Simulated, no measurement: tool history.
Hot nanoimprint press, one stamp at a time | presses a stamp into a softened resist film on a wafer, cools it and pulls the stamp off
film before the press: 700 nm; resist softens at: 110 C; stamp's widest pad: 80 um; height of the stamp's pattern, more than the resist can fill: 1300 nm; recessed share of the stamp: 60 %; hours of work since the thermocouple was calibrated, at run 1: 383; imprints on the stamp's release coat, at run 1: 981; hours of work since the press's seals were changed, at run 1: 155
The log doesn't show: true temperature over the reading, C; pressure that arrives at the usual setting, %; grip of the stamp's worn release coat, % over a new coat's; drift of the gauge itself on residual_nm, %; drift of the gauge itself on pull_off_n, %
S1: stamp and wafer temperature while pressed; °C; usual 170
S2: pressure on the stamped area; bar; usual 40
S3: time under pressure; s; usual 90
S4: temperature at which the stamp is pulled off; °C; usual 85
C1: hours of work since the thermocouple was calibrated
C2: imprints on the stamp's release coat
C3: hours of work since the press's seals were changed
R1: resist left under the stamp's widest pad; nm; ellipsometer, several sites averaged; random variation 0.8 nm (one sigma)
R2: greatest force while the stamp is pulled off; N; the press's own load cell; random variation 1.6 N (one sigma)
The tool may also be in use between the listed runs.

run	day	S1	S2	S3	S4	C1	C2	C3	R1	R2
1	0	170	40	90	85	383	981	155	298.6	165
2	1.588	170	40	90	85	404	1061	175	298.5	166
# day 2.9: stamp cleaned and given a new release coat
3	3.762	170	40	90	85	428	43	200	296.8	137
4	5.404	170	40	90	85	450	126	221	294.7	138
5	7.938	170	40	90	85	482	254	254	295.2	144
6	11.238	170	40	90	85	524	420	296	293.3	147
# day 12.712: plate thermocouple calibrated
7	13.208	170	40	90	83	6	513	320	288.8	152
8	16.117	170	40	90	85	44	660	357	288	153
9	18.167	170	40	90	74	70	763	383	286.5	184
10	20.142	170	33.4	90	74	95	863	409	310.4	185
# day 21.925: plate thermocouple calibrated, once more
11	22.646	170	33.4	90	74	9	983	439	334.8	194
12	24.529	170	33.4	90	74	33	1078	464	331.6	197
# day 25.546: stamp cleaned and given a new release coat
13	27.246	170	33.4	90	74	65	86	495	330	165
14	30.146	170	33.4	90	74	102	232	532	330.3	170
15	32	170	33.4	90	74	126	326	556	327.9	174
16	34.325	170	33.4	90	74	156	443	586	327.1	175
17	36.592	176	29.2	90	74	185	557	615	238.8	180
18	39.338	160	26.1	99	85	221	695	651	567.5	156
19	40.783	160	26.1	99	85	239	768	669	566.7	159
20	42.65	160	26.1	99	85	263	862	693	563.9	161
21	44.804	160	26.1	99	85	291	971	721	564.2	164
22	47.325	179	59.9	90	85	323	1098	753	139.2	170
# day 48.083: stamp cleaned and given a new release coat
23	49.662	179	59.9	90	85	350	79	780	138.3	139
24	52.462	170	40	90	88	386	220	816	295.8	134
25	55.608	170	35	122	76	426	379	856	276.8	168
26	57.562	170	35	122	91	451	478	882	277	135
# day 60.296: press's hydraulic seals changed and the load cell set to zero
27	60.296	170	35	122	91	482	598	0	272.1	133
28	61.762	180	63.7	108	91	501	672	19	111.3	139
29	63.725	162	61.4	94	70	526	771	44	396.4	193
# day 65.012: plate thermocouple calibrated
30	65.204	162	61.4	94	70	2	839	61	424	197
31	67.55	162	61.4	94	70	33	958	92	422.8	205

Hidden state or all else? Some run-to-run changes of R1, split into what the settings, what came in and random variation would give without the hidden state, and what is left for the hidden state (with any gauge scatter that isn't in both results):
Run 10 -> 11: plate thermocouple calibrated, once more. R1 +24.4 nm: hidden state +22.1, all else +2.3.
Run 17 -> 18: S1 176 -> 160, S2 29.2 -> 26.1, S3 90 -> 99, S4 74 -> 85. R1 +328.7 nm: hidden state -3.1, all else +331.8.
Run 21 -> 22: S1 160 -> 179, S2 26.1 -> 59.9, S3 99 -> 90. R1 -425 nm: hidden state +7.2, all else -432.2.
Run 28 -> 29: S1 180 -> 162, S2 63.7 -> 61.4, S3 108 -> 94, S4 91 -> 70. R1 +285.1 nm: hidden state -18.6, all else +303.7.
Run 29 -> 30: plate thermocouple calibrated. R1 +27.6 nm: hidden state +26.3, all else +1.3.
